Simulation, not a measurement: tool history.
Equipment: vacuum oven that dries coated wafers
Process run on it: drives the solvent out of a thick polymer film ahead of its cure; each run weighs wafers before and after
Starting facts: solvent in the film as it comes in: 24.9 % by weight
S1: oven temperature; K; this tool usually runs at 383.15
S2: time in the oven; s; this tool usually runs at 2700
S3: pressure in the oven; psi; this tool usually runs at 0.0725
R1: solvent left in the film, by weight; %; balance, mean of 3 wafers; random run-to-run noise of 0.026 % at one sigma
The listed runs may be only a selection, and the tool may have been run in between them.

Run 1, day 0.000: usual settings. Result: R1 0.85 %.
Run 2, day 0.650: usual settings but S2 1380 s. Result: R1 3.71 %.
Run 3, day 0.971: usual settings but S2 1920 s. Result: R1 1.95 %.
Run 4, day 1.462: usual settings but S2 3300 s. Result: R1 0.54 %.
Run 5, day 1.846: usual settings but S2 3300 s. Result: R1 0.54 %.
Run 6, day 2.283: usual settings but S2 2400 s. Result: R1 1.22 %.
Run 7, day 2.650: usual settings. Result: R1 0.89 %.
Run 8, day 3.362: usual settings. Result: R1 0.90 %.
Run 9, day 3.696: usual settings but S3 0.1503 psi. Result: R1 1.08 %.
Run 10, day 4.421: usual settings but S3 0.1503 psi. Result: R1 1.11 %.
Run 11, day 5.100: usual settings but S3 0.1503 psi. Result: R1 1.08 %.
Run 12, day 5.542: usual settings but S2 4500 s, S3 0.1503 psi. Result: R1 0.56 %.
Run 13, day 5.896: usual settings but S2 4500 s, S3 0.1503 psi. Result: R1 0.59 %.
Run 14, day 6.358: usual settings but S2 4500 s, S3 0.1503 psi. Result: R1 0.60 %.
Run 15, day 6.750: usual settings but S2 4500 s, S3 0.1503 psi. Result: R1 0.56 %.
Run 16, day 7.404: usual settings but S1 389.15 K, S2 4500 s, S3 0.1503 psi. Result: R1 0.43 %.
Run 17, day 7.750: usual settings but S1 389.15 K, S2 4500 s, S3 0.1503 psi. Result: R1 0.41 %.
Run 18, day 8.158: usual settings. Result: R1 0.91 %.
Run 19, day 8.496: usual settings. Result: R1 0.88 %.
Run 20, day 9.012: usual settings but S2 1920 s. Result: R1 1.98 %.
Run 21, day 9.788: usual settings but S1 380.15 K, S2 2100 s, S3 0.2863 psi. Result: R1 2.82 %.
Run 22, day 10.271: usual settings but S1 391.15 K, S2 1740 s, S3 0.0743 psi. Result: R1 1.05 %.
Run 23, day 10.975: usual settings but S1 391.15 K, S2 1740 s, S3 0.0743 psi. Result: R1 1.03 %.
Run 24, day 11.562: usual settings but S1 376.15 K, S2 1740 s, S3 0.0743 psi. Result: R1 4.22 %.
Run 25, day 12.225: usual settings but S1 377.15 K. Result: R1 1.70 %.
Run 26, day 12.896: usual settings but S1 377.15 K. Result: R1 1.74 %.
At day 13.025: vacuum gauge cleaned of residue and calibrated.
Run 27, day 13.621: usual settings but S1 377.15 K. Result: R1 1.82 %.
Run 28, day 14.042: usual settings but S1 382.15 K, S2 4560 s. Result: R1 0.40 %.
At day 14.612: vacuum gauge cleaned of residue and calibrated, once more.
Run 29, day 14.892: usual settings but S1 390.15 K, S2 1680 s, S3 0.0441 psi. Result: R1 1.07 %.
Run 30, day 15.354: usual settings but S1 390.15 K, S2 1680 s, S3 0.0441 psi. Result: R1 1.07 %.
Run 31, day 15.729: usual settings but S1 390.15 K, S2 1680 s, S3 0.0441 psi. Result: R1 1.10 %.
Run 32, day 16.296: usual settings but S2 1800 s, S3 0.0962 psi. Result: R1 2.11 %.
Run 33, day 17.042: usual settings but S2 1800 s, S3 0.0962 psi. Result: R1 2.16 %.
Run 34, day 17.358: usual settings but S1 376.15 K, S2 2760 s, S3 0.0474 psi. Result: R1 1.63 %.
Run 35, day 17.850: usual settings but S1 376.15 K, S2 2760 s, S3 0.0474 psi. Result: R1 1.63 %.
Run 36, day 18.175: usual settings but S1 376.15 K, S2 2760 s, S3 0.0474 psi. Result: R1 1.63 %.
Run 37, day 18.600: usual settings but S1 376.15 K, S2 2760 s, S3 0.0474 psi. Result: R1 1.63 %.
Run 38, day 19.308: usual settings but S1 398.15 K. Result: R1 0.16 %.
Run 39, day 19.879: usual settings but S1 398.15 K. Result: R1 0.11 %.

Some steps in R1, run to run, broken into two amounts with sign: the step expected even without the hidden condition (settings, incoming material, random variation), and the rest, left for the hidden condition together with whatever gauge scatter is not in both the measured and the hidden-condition-free result:
Unlogged tool condition in this case: true wafer temperature over the reading, C; true pressure over the reading, kPa; drift of the gauge itself on solvent_pct, %.
Run 1 -> 2: S2 2700 -> 1380. R1 +2.86 %: hidden state -0.13, all else +2.99.
Run 23 -> 24: S1 391.15 -> 376.15. R1 +3.19 %: hidden state -0.16, all else +3.35.
Run 24 -> 25: S1 376.15 -> 377.15, S2 1740 -> 2700, S3 0.0743 -> 0.0725. R1 -2.52 %: hidden state +0.13, all else -2.65.
Run 28 -> 29: S1 382.15 -> 390.15, S2 4560 -> 1680, S3 0.0725 -> 0.0441, vacuum gauge cleaned of residue and calibrated, once more. R1 +0.67 %: hidden state -0.28, all else +0.95.
Run 37 -> 38: S1 376.15 -> 398.15, S2 2760 -> 2700, S3 0.0474 -> 0.0725. R1 -1.47 %: hidden state +0.21, all else -1.68.
